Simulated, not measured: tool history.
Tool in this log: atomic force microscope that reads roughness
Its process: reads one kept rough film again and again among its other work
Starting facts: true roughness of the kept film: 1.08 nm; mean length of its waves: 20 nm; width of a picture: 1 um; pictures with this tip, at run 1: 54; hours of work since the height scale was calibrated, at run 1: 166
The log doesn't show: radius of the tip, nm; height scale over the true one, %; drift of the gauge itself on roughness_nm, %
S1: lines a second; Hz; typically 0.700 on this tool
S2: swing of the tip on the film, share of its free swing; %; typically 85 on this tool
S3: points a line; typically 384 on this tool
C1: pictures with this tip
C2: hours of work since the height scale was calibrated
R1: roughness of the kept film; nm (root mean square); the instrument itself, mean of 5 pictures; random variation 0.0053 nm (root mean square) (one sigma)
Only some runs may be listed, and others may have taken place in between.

{"run": 1, "hour": 0.0, "S1": 0.7, "S2": 85, "S3": 384, "C1": 54, "C2": 166, "R1": 0.823}
{"run": 2, "hour": 70.4, "S1": 0.7, "S2": 85, "S3": 384, "C1": 119, "C2": 195, "R1": 0.77}
{"hour": 100.6, "done": "new tip fitted"}
{"run": 3, "hour": 126.9, "S1": 1.183, "S2": 85, "S3": 384, "C1": 24, "C2": 218, "R1": 0.811}
{"run": 4, "hour": 201.1, "S1": 0.7, "S2": 85, "S3": 655, "C1": 93, "C2": 249, "R1": 0.807}
{"run": 5, "hour": 255.4, "S1": 0.7, "S2": 85, "S3": 384, "C1": 143, "C2": 271, "R1": 0.763}
{"hour": 263.2, "done": "new tip fitted"}
{"run": 6, "hour": 336.1, "S1": 0.7, "S2": 85, "S3": 384, "C1": 67, "C2": 305, "R1": 0.816}
{"run": 7, "hour": 392.9, "S1": 0.7, "S2": 85, "S3": 384, "C1": 119, "C2": 328, "R1": 0.768}
{"hour": 423.5, "done": "new tip fitted"}
{"run": 8, "hour": 434.6, "S1": 0.7, "S2": 85, "S3": 384, "C1": 10, "C2": 345, "R1": 0.868}
{"run": 9, "hour": 487.2, "S1": 0.7, "S2": 85, "S3": 384, "C1": 58, "C2": 367, "R1": 0.821}
{"run": 10, "hour": 520.8, "S1": 0.7, "S2": 85, "S3": 384, "C1": 89, "C2": 381, "R1": 0.803}
{"run": 11, "hour": 575.5, "S1": 0.7, "S2": 85, "S3": 384, "C1": 140, "C2": 404, "R1": 0.755}
{"hour": 582.3, "done": "new tip fitted"}
{"run": 12, "hour": 645.2, "S1": 0.7, "S2": 85, "S3": 384, "C1": 57, "C2": 432, "R1": 0.835}
{"run": 13, "hour": 718.1, "S1": 0.7, "S2": 85, "S3": 384, "C1": 125, "C2": 463, "R1": 0.774}
{"hour": 742.6, "done": "new tip fitted"}
{"run": 14, "hour": 785.0, "S1": 0.7, "S2": 85, "S3": 384, "C1": 39, "C2": 490, "R1": 0.851}
{"run": 15, "hour": 854.6, "S1": 0.7, "S2": 85, "S3": 384, "C1": 103, "C2": 519, "R1": 0.795}
{"run": 16, "hour": 890.6, "S1": 0.7, "S2": 85, "S3": 384, "C1": 136, "C2": 534, "R1": 0.767}
{"hour": 902.0, "done": "new tip fitted"}
{"run": 17, "hour": 968.2, "S1": 0.7, "S2": 78, "S3": 384, "C1": 61, "C2": 566, "R1": 0.848}
{"run": 18, "hour": 1037.0, "S1": 0.7, "S2": 78, "S3": 384, "C1": 124, "C2": 594, "R1": 0.809}
{"hour": 1060.9, "done": "new tip fitted"}
{"run": 19, "hour": 1101.4, "S1": 0.7, "S2": 78, "S3": 563, "C1": 37, "C2": 621, "R1": 0.865}
{"run": 20, "hour": 1152.8, "S1": 0.7, "S2": 78, "S3": 563, "C1": 84, "C2": 642, "R1": 0.828}
{"run": 21, "hour": 1208.7, "S1": 0.7, "S2": 78, "S3": 563, "C1": 136, "C2": 665, "R1": 0.79}
{"hour": 1223.7, "done": "new tip fitted"}
{"run": 22, "hour": 1247.4, "S1": 0.7, "S2": 78, "S3": 563, "C1": 22, "C2": 681, "R1": 0.886}
{"run": 23, "hour": 1291.8, "S1": 0.7, "S2": 78, "S3": 563, "C1": 63, "C2": 700, "R1": 0.851}
{"run": 24, "hour": 1328.4, "S1": 0.7, "S2": 78, "S3": 563, "C1": 97, "C2": 715, "R1": 0.82}
{"run": 25, "hour": 1373.8, "S1": 0.7, "S2": 78, "S3": 563, "C1": 139, "C2": 734, "R1": 0.796}
{"hour": 1386.1, "done": "new tip fitted"}
{"run": 26, "hour": 1449.4, "S1": 0.7, "S2": 70, "S3": 563, "C1": 59, "C2": 765, "R1": 0.871}
{"run": 27, "hour": 1523.5, "S1": 0.7, "S2": 70, "S3": 563, "C1": 127, "C2": 795, "R1": 0.82}
{"hour": 1544.4, "done": "new tip fitted"}
{"run": 28, "hour": 1558.6, "S1": 2.711, "S2": 74, "S3": 517, "C1": 13, "C2": 810, "R1": 0.805}
{"run": 29, "hour": 1611.3, "S1": 0.7, "S2": 89, "S3": 384, "C1": 61, "C2": 832, "R1": 0.818}
{"run": 30, "hour": 1648.2, "S1": 0.827, "S2": 75, "S3": 991, "C1": 95, "C2": 847, "R1": 0.83}
{"run": 31, "hour": 1690.5, "S1": 0.827, "S2": 77, "S3": 991, "C1": 134, "C2": 864, "R1": 0.8}
{"hour": 1701.3, "done": "new tip fitted"}
{"run": 32, "hour": 1746.6, "S1": 0.853, "S2": 78, "S3": 384, "C1": 41, "C2": 888, "R1": 0.863}
{"run": 33, "hour": 1781.1, "S1": 2.857, "S2": 69, "S3": 386, "C1": 73, "C2": 902, "R1": 0.774}
{"run": 34, "hour": 1836.1, "S1": 2.857, "S2": 69, "S3": 386, "C1": 124, "C2": 925, "R1": 0.738}
{"hour": 1862.1, "done": "new tip fitted"}
{"run": 35, "hour": 1870.7, "S1": 2.857, "S2": 69, "S3": 386, "C1": 8, "C2": 939, "R1": 0.827}
{"run": 36, "hour": 1947.8, "S1": 3.552, "S2": 75, "S3": 414, "C1": 79, "C2": 971, "R1": 0.702}
{"run": 37, "hour": 2005.3, "S1": 3.552, "S2": 75, "S3": 414, "C1": 132, "C2": 995, "R1": 0.664}
{"hour": 2018.8, "done": "new tip fitted"}
{"run": 38, "hour": 2067.9, "S1": 0.545, "S2": 58, "S3": 258, "C1": 45, "C2": 1020, "R1": 0.884}
{"run": 39, "hour": 2137.2, "S1": 0.545, "S2": 58, "S3": 258, "C1": 109, "C2": 1049, "R1": 0.82}
{"hour": 2176.6, "done": "new tip fitted"}
{"run": 40, "hour": 2178.7, "S1": 0.842, "S2": 89, "S3": 786, "C1": 2, "C2": 1066, "R1": 0.87}
{"run": 41, "hour": 2237.7, "S1": 3.045, "S2": 85, "S3": 476, "C1": 56, "C2": 1091, "R1": 0.662}
{"run": 42, "hour": 2315.6, "S1": 3.045, "S2": 85, "S3": 476, "C1": 128, "C2": 1123, "R1": 0.625}
{"hour": 2334.5, "done": "new tip fitted"}
{"run": 43, "hour": 2379.0, "S1": 3.713, "S2": 57, "S3": 262, "C1": 41, "C2": 1149, "R1": 0.827}
{"run": 44, "hour": 2431.9, "S1": 3.713, "S2": 57, "S3": 262, "C1": 90, "C2": 1171, "R1": 0.775}
{"hour": 2496.7, "done": "new tip fitted"}
{"run": 45, "hour": 2507.6, "S1": 3.713, "S2": 57, "S3": 262, "C1": 10, "C2": 1202, "R1": 0.851}
{"run": 46, "hour": 2570.9, "S1": 3.713, "S2": 57, "S3": 262, "C1": 68, "C2": 1228, "R1": 0.804}
{"run": 47, "hour": 2609.7, "S1": 3.713, "S2": 57, "S3": 262, "C1": 104, "C2": 1244, "R1": 0.775}
{"hour": 2654.0, "done": "new tip fitted"}
{"run": 48, "hour": 2681.3, "S1": 1.267, "S2": 57, "S3": 400, "C1": 25, "C2": 1274, "R1": 0.916}
{"run": 49, "hour": 2759.8, "S1": 1.267, "S2": 57, "S3": 400, "C1": 98, "C2": 1306, "R1": 0.844}
{"hour": 2811.5, "done": "new tip fitted"}
{"run": 50, "hour": 2822.3, "S1": 0.521, "S2": 89, "S3": 471, "C1": 10, "C2": 1332, "R1": 0.89}
{"run": 51, "hour": 2882.8, "S1": 0.521, "S2": 89, "S3": 471, "C1": 65, "C2": 1357, "R1": 0.843}
{"run": 52, "hour": 2950.7, "S1": 0.521, "S2": 89, "S3": 471, "C1": 128, "C2": 1385, "R1": 0.791}
{"hour": 2968.8, "done": "new tip fitted"}
{"run": 53, "hour": 2994.9, "S1": 0.521, "S2": 89, "S3": 471, "C1": 24, "C2": 1403, "R1": 0.868}

How would selected steps in R1 from run to run divide? Give the signed amount a tool lacking its hidden state would still show from settings, what came in and random variation, and the signed amount left for the hidden state, including any gauge scatter that is not in both of the compared results.
Run 7 -> 8: new tip fitted. R1 +0.100 nm (root mean square): hidden state +0.100, all else +0.000.
Run 27 -> 28: S1 0.700 -> 2.711, S2 70 -> 74, S3 563 -> 517, new tip fitted. R1 -0.015 nm (root mean square): hidden state +0.100, all else -0.115.
Run 37 -> 38: S1 3.552 -> 0.545, S2 75 -> 58, S3 414 -> 258, new tip fitted. R1 +0.220 nm (root mean square): hidden state +0.041, all else +0.179.
Run 39 -> 40: S1 0.545 -> 0.842, S2 58 -> 89, S3 258 -> 786, new tip fitted. R1 +0.050 nm (root mean square): hidden state +0.110, all else -0.060.
Run 40 -> 41: S1 0.842 -> 3.045, S2 89 -> 85, S3 786 -> 476. R1 -0.208 nm (root mean square): hidden state -0.040, all else -0.168.
Run 42 -> 43: S1 3.045 -> 3.713, S2 85 -> 57, S3 476 -> 262, new tip fitted. R1 +0.202 nm (root mean square): hidden state +0.042, all else +0.160.
